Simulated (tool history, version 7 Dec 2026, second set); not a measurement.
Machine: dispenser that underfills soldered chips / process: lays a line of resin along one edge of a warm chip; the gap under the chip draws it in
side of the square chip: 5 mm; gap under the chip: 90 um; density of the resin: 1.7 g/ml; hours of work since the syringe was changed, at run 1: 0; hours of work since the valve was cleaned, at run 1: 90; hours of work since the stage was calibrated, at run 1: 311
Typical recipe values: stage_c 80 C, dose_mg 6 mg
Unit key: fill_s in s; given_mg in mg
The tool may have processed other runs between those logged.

run	hour	stage_c	dose_mg	hours of work since the syringe was changed	hours of work since the valve was cleaned	hours of work since the stage was calibrated	fill_s	given_mg
1	0	80	6	0	90	311	3.4	5.79
2	5	80	6	4	94	315	4.7	5.81
3	14.7	80	6	11	101	322	8.1	5.78
# hour 15.4: new syringe of resin
4	21	69	6	4	106	327	8.5	5.8
5	26.3	69	6	8	110	331	10.5	5.76
# hour 30.8: new syringe of resin
6	33.1	69	5.31	2	115	336	5.5	5.1
7	39.4	69	5.31	7	119	341	8.8	5.08
# hour 46.8: new syringe of resin
8	49.2	69	5.31	2	127	348	6.6	5.04
9	59.4	89	5.69	10	135	356	5.6	5.38

The next listed run, before its measurement:
# hour 62.7: new syringe of resin
# hour 64.6: dispensing valve cleaned and set on the balance
10	66.7	79	5.93	2	2	360	?	?

{"run 10": {"fill_s": 4.3, "given_mg": 5.9}}
Had the tool carried no hidden state, the very same run would have given fill_s 3.4 s, given_mg 5.9 mg.
